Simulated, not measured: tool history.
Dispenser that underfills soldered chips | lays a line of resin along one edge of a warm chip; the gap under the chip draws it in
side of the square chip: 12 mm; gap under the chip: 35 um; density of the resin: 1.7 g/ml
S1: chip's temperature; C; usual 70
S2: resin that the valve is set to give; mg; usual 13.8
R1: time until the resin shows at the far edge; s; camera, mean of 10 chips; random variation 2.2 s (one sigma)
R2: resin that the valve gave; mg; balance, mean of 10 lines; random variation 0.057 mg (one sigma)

| run | hour | S1 | S2 | R1 | R2 |
|---|---|---|---|---|---|
| 1 | 0.0 | 70 | 13.8 | 329.8 | 13.31 |
|  | 3.6 | new syringe of resin |
| 2 | 11.5 | 70 | 13.8 | 285.8 | 13.30 |
|  | 19.5 | new syringe of resin |
| 3 | 20.1 | 70 | 15.0 | 218.7 | 14.37 |
| 4 | 30.9 | 61 | 15.0 | 440.1 | 14.33 |
|  | 35.3 | new syringe of resin |
|  | 36.3 | dispensing valve cleaned and set on the balance |
| 5 | 40.3 | 70 | 13.8 | 245.2 | 13.86 |
| 6 | 47.4 | 70 | 13.8 | 315.4 | 13.79 |
|  | 52.5 | new syringe of resin |
| 7 | 57.3 | 70 | 13.8 | 254.7 | 13.76 |
| 8 | 66.2 | 70 | 13.8 | 344.6 | 13.87 |
|  | 68.1 | new syringe of resin |
| 9 | 75.1 | 73 | 13.8 | 244.7 | 13.81 |
|  | 84.3 | new syringe of resin |
| 10 | 86.3 | 70 | 17.5 | 227.2 | 17.44 |
| 11 | 94.8 | 70 | 17.4 | 297.1 | 17.21 |
|  | 99.9 | new syringe of resin |
| 12 | 107.3 | 70 | 17.4 | 270.5 | 17.02 |
|  | 115.8 | new syringe of resin |
| 13 | 118.4 | 70 | 15.1 | 235.2 | 14.72 |
| 14 | 129.7 | 70 | 15.1 | 343.9 | 14.55 |
|  | 131.4 | new syringe of resin |
| 15 | 138.4 | 70 | 15.1 | 269.1 | 14.65 |
|  | 147.3 | new syringe of resin |
| 16 | 150.6 | 70 | 15.1 | 243.4 | 14.51 |
|  | 153.8 | dispensing valve cleaned and set on the balance |
| 17 | 161.4 | 70 | 15.1 | 333.4 | 15.09 |
|  | 164.2 | new syringe of resin |
| 18 | 169.5 | 64 | 13.7 | 318.5 | 13.49 |
| 19 | 178.8 | 80 | 12.7 | 254.2 | 12.50 |
|  | 179.9 | new syringe of resin |
| 20 | 184.6 | 59 | 17.7 | 378.6 | 17.37 |
| 21 | 194.5 | 66 | 12.6 | 413.2 | 12.42 |
|  | 195.8 | new syringe of resin |
| 22 | 200.0 | 77 | 14.5 | 193.9 | 14.24 |
| 23 | 210.4 | 72 | 16.6 | 327.7 | 16.12 |
|  | 211.3 | new syringe of resin |
| 24 | 215.9 | 72 | 16.6 | 229.1 | 16.21 |
| 25 | 221.4 | 72 | 16.6 | 282.0 | 16.22 |
|  | 226.7 | new syringe of resin |
| 26 | 229.3 | 72 | 16.6 | 211.1 | 16.20 |
| 27 | 238.7 | 72 | 16.6 | 296.1 | 15.96 |
|  | 242.3 | new syringe of resin |
| 28 | 248.2 | 59 | 17.3 | 376.9 | 16.71 |
| 29 | 256.5 | 85 | 16.9 | 206.7 | 16.16 |
|  | 257.9 | new syringe of resin |
| 30 | 264.9 | 68 | 12.1 | 300.9 | 11.63 |
|  | 271.2 | dispensing valve cleaned and set on the balance |
| 31 | 273.3 | 82 | 13.8 | 231.2 | 13.81 |
|  | 274.6 | new syringe of resin |
| 32 | 286.1 | 56 | 14.7 | 517.5 | 14.64 |
|  | 290.2 | new syringe of resin |
| 33 | 295.5 | 69 | 14.1 | 262.3 | 14.01 |

Measured less the same run without the tool's hidden state. The same run-to-run variation is in both; the gauge's scatter may not be:
The hidden state here: resin's viscosity, % of fresh resin's; dose that the valve gives, % of what is set; true chip temperature over the reading, C; drift of the gauge itself on fill_s, %; drift of the gauge itself on given_mg, %.
| run | R1 | R2 |
|---|---|---|
| 1 | +113.4 | -0.44 |
| 2 | +67.2 | -0.50 |
| 3 | +3.0 | -0.59 |
| 4 | +140.8 | -0.66 |
| 5 | +29.4 | +0.06 |
| 6 | +98.0 | +0.02 |
| 7 | +36.8 | -0.03 |
| 8 | +128.2 | -0.08 |
| 9 | +51.1 | -0.13 |
| 10 | +10.7 | -0.24 |
| 11 | +86.2 | -0.31 |
| 12 | +58.1 | -0.39 |
| 13 | +17.3 | -0.41 |
| 14 | +128.2 | -0.47 |
| 15 | +53.7 | -0.52 |
| 16 | +25.5 | -0.59 |
| 17 | +119.9 | -0.06 |
| 18 | +49.8 | -0.09 |
| 19 | +99.0 | -0.14 |
| 20 | +52.1 | -0.23 |
| 21 | +161.1 | -0.21 |
| 22 | +25.5 | -0.28 |
| 23 | +128.1 | -0.39 |
| 24 | +31.4 | -0.42 |
| 25 | +80.6 | -0.46 |
| 26 | +13.9 | -0.51 |
| 27 | +96.6 | -0.58 |
| 28 | +60.2 | -0.67 |
| 29 | +77.0 | -0.70 |
| 30 | +62.5 | -0.54 |
| 31 | +88.7 | -0.02 |
| 32 | +155.2 | -0.10 |
| 33 | +38.0 | -0.15 |
